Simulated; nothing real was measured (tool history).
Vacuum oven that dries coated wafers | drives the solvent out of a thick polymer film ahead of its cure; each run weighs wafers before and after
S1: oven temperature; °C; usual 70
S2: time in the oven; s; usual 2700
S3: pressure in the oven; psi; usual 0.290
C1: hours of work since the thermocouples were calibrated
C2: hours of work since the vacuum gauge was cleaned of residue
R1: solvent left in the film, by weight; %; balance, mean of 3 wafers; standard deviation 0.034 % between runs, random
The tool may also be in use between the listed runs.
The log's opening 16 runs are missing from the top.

run    hour  S1    S2     S3    C1    C2     R1
 17  1501.9  70  2700  0.731   144   555   7.38
 18  1613.0  70  2700  0.731   218   628   7.34
 19  1678.4  76  2940  0.776   261   671   5.18
 20  1787.1  83  2100  0.464   332   743   2.65
 21  1887.3  56  1740  0.323   398   809  13.76
 22  1983.7  56  1740  0.323   462   872  13.74
 23  2070.6  69  3540  0.609   519   929   6.05
 24  2134.4  63  3120  0.207   561   971   5.96
 25  2227.2  63  3120  0.207   622  1033   5.83
 26  2307.5  57  3120  0.151   675  1086   8.31
 27  2401.0  57  3120  0.151   737  1147   8.40
 28  2492.8  57  3120  0.151   797  1208   8.40
 29  2548.1  77  2700  0.290   834  1244   2.48
 30  2668.4  70  2700  0.393   913  1323   5.03
 31  2740.0  82  4260  0.175   960  1371   1.15
     2809.8  -- vacuum gauge cleaned of residue and calibrated
 32  2819.1  82  4260  0.175  1011     6   0.77
 33  2903.2  82  4260  0.175  1067    62   0.81
 34  3021.6  56  2820  0.287  1145   140  10.04
 35  3099.3  58  2700  0.290  1196   191   9.26
 36  3208.4  58  1860  0.290  1268   263  11.43

Predict each of these 5 candidate next runs independently; none follows another, all start after run 36:
  A  3259.5  58  3300  0.290  1302  296   ?
  B  3259.5  72  1860  0.290  1302  296   ?
  C  3259.5  73  2700  0.148  1302  296   ?
  D  3259.5  82  1500  0.435  1302  296   ?
  E  3259.5  76  1380  0.499  1302  296   ?

run    R1
  A  7.97
  B  4.79
  C  2.10
  D  3.14
  E  5.77
Take away the tool's hidden state, keep each run's random variation, and the runs would have read:
run    R1
  A  8.29
  B  5.06
  C  2.21
  D  3.32
  E  6.08

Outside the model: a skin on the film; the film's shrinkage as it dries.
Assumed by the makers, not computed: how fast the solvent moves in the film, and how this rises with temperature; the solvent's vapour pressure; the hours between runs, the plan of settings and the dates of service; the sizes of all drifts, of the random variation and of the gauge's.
